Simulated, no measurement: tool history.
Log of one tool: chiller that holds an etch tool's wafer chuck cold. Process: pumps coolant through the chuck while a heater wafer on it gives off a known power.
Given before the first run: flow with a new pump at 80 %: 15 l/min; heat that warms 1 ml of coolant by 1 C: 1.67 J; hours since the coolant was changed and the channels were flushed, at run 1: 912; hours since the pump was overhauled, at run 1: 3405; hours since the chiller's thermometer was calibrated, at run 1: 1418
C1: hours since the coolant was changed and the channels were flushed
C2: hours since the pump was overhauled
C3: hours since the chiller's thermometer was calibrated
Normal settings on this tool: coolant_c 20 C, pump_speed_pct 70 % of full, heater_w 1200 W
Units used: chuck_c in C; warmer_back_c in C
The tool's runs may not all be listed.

run 1 hour=0 | coolant_c=20 pump_speed_pct=70 heater_w=1200 | C1=912 C2=3405 C3=1418 | chuck_c=33.3 warmer_back_c=3.66
run 2 hour=102 | coolant_c=20 pump_speed_pct=70 heater_w=1200 | C1=1014 C2=3507 C3=1520 | chuck_c=33.3 warmer_back_c=3.65
run 3 hour=165.2 | coolant_c=20 pump_speed_pct=70 heater_w=1200 | C1=1077 C2=3570 C3=1583 | chuck_c=33.6 warmer_back_c=3.64
run 4 hour=221.5 | coolant_c=20 pump_speed_pct=70 heater_w=1200 | C1=1133 C2=3626 C3=1639 | chuck_c=33.5 warmer_back_c=3.67
run 5 hour=270.4 | coolant_c=20 pump_speed_pct=70 heater_w=1200 | C1=1182 C2=3675 C3=1688 | chuck_c=33.6 warmer_back_c=3.67
run 6 hour=355.2 | coolant_c=20 pump_speed_pct=70 heater_w=1200 | C1=1267 C2=3760 C3=1773 | chuck_c=33.5 warmer_back_c=3.72
run 7 hour=460.4 | coolant_c=20 pump_speed_pct=70 heater_w=1200 | C1=1372 C2=3865 C3=1878 | chuck_c=33.7 warmer_back_c=3.73
run 8 hour=546.9 | coolant_c=20 pump_speed_pct=70 heater_w=1200 | C1=1458 C2=3952 C3=1965 | chuck_c=33.8 warmer_back_c=3.74
run 9 hour=627.8 | coolant_c=15 pump_speed_pct=70 heater_w=1200 | C1=1539 C2=4032 C3=2046 | chuck_c=28.8 warmer_back_c=3.76
-- hour=693.2 chiller's thermometer calibrated
run 10 hour=736.2 | coolant_c=15 pump_speed_pct=70 heater_w=1200 | C1=1647 C2=4140 C3=43 | chuck_c=28.8 warmer_back_c=3.74
run 11 hour=837.6 | coolant_c=20 pump_speed_pct=91 heater_w=1200 | C1=1748 C2=4241 C3=144 | chuck_c=31.8 warmer_back_c=2.91
run 12 hour=913.7 | coolant_c=20 pump_speed_pct=91 heater_w=1266 | C1=1824 C2=4317 C3=220 | chuck_c=32.6 warmer_back_c=3.05
run 13 hour=990.1 | coolant_c=28 pump_speed_pct=70 heater_w=1200 | C1=1901 C2=4394 C3=297 | chuck_c=42.1 warmer_back_c=3.83
run 14 hour=1080.7 | coolant_c=20 pump_speed_pct=84 heater_w=1200 | C1=1991 C2=4484 C3=388 | chuck_c=32.6 warmer_back_c=3.16
-- hour=1176.3 chiller's thermometer calibrated, once more
run 15 hour=1176.3 | coolant_c=20 pump_speed_pct=84 heater_w=1200 | C1=2086 C2=4579 C3=0 | chuck_c=33.3 warmer_back_c=3.2
run 16 hour=1232 | coolant_c=20 pump_speed_pct=84 heater_w=923 | C1=2142 C2=4635 C3=56 | chuck_c=30.2 warmer_back_c=2.49
run 17 hour=1316.5 | coolant_c=20 pump_speed_pct=84 heater_w=923 | C1=2226 C2=4719 C3=140 | chuck_c=30.2 warmer_back_c=2.46
run 18 hour=1363.3 | coolant_c=20 pump_speed_pct=82 heater_w=923 | C1=2273 C2=4766 C3=187 | chuck_c=30.5 warmer_back_c=2.5
run 19 hour=1450 | coolant_c=16 pump_speed_pct=70 heater_w=1200 | C1=2360 C2=4853 C3=274 | chuck_c=31.2 warmer_back_c=3.8
run 20 hour=1534 | coolant_c=16 pump_speed_pct=70 heater_w=1200 | C1=2444 C2=4937 C3=358 | chuck_c=31 warmer_back_c=3.89
run 21 hour=1639.8 | coolant_c=16 pump_speed_pct=70 heater_w=1200 | C1=2549 C2=5042 C3=464 | chuck_c=31.4 warmer_back_c=3.92
run 22 hour=1706.5 | coolant_c=16 pump_speed_pct=70 heater_w=1200 | C1=2616 C2=5109 C3=530 | chuck_c=31 warmer_back_c=3.87
run 23 hour=1782.1 | coolant_c=16 pump_speed_pct=70 heater_w=1200 | C1=2692 C2=5185 C3=606 | chuck_c=31.6 warmer_back_c=3.89
run 24 hour=1858.7 | coolant_c=19 pump_speed_pct=84 heater_w=623 | C1=2768 C2=5261 C3=682 | chuck_c=26 warmer_back_c=1.66
run 25 hour=1952.1 | coolant_c=19 pump_speed_pct=84 heater_w=623 | C1=2862 C2=5355 C3=776 | chuck_c=26.2 warmer_back_c=1.7
run 26 hour=2029.3 | coolant_c=19 pump_speed_pct=87 heater_w=623 | C1=2939 C2=5432 C3=853 | chuck_c=26 warmer_back_c=1.64
run 27 hour=2080.2 | coolant_c=19 pump_speed_pct=87 heater_w=623 | C1=2990 C2=5483 C3=904 | chuck_c=26.2 warmer_back_c=1.69
run 28 hour=2173.5 | coolant_c=14 pump_speed_pct=71 heater_w=781 | C1=3083 C2=5576 C3=997 | chuck_c=24.1 warmer_back_c=2.56
run 29 hour=2274.2 | coolant_c=18 pump_speed_pct=63 heater_w=886 | C1=3184 C2=5677 C3=1098 | chuck_c=30.5 warmer_back_c=3.25
run 30 hour=2338.4 | coolant_c=20 pump_speed_pct=70 heater_w=1050 | C1=3248 C2=5741 C3=1162 | chuck_c=33.8 warmer_back_c=3.53
run 31 hour=2441.5 | coolant_c=20 pump_speed_pct=70 heater_w=1790 | C1=3351 C2=5844 C3=1265 | chuck_c=44 warmer_back_c=5.97

Predict each of these 5 candidate next runs independently; none follows another, all start after run 31:
run A hour=2541.4 | coolant_c=12 pump_speed_pct=92 heater_w=1479 | C1=3451 C2=5944 C3=1365 | chuck_c=? warmer_back_c=?
run B hour=2541.4 | coolant_c=15 pump_speed_pct=67 heater_w=1762 | C1=3451 C2=5944 C3=1365 | chuck_c=? warmer_back_c=?
run C hour=2541.4 | coolant_c=19 pump_speed_pct=70 heater_w=1790 | C1=3451 C2=5944 C3=1365 | chuck_c=? warmer_back_c=?
run D hour=2541.4 | coolant_c=20 pump_speed_pct=77 heater_w=1374 | C1=3451 C2=5944 C3=1365 | chuck_c=? warmer_back_c=?
run E hour=2541.4 | coolant_c=20 pump_speed_pct=70 heater_w=796 | C1=3451 C2=5944 C3=1365 | chuck_c=? warmer_back_c=?

run=A chuck_c=29 warmer_back_c=3.79
run=B chuck_c=39.7 warmer_back_c=6.2
run=C chuck_c=43 warmer_back_c=6.04
run=D chuck_c=37.5 warmer_back_c=4.22
run=E chuck_c=30.7 warmer_back_c=2.67
Without the tool's hidden state the same runs would have given:
run=A chuck_c=24.9 warmer_back_c=3.11
run=B chuck_c=33.6 warmer_back_c=5.08
run=C chuck_c=37 warmer_back_c=4.94
run=D chuck_c=33.2 warmer_back_c=3.46
run=E chuck_c=28.1 warmer_back_c=2.19
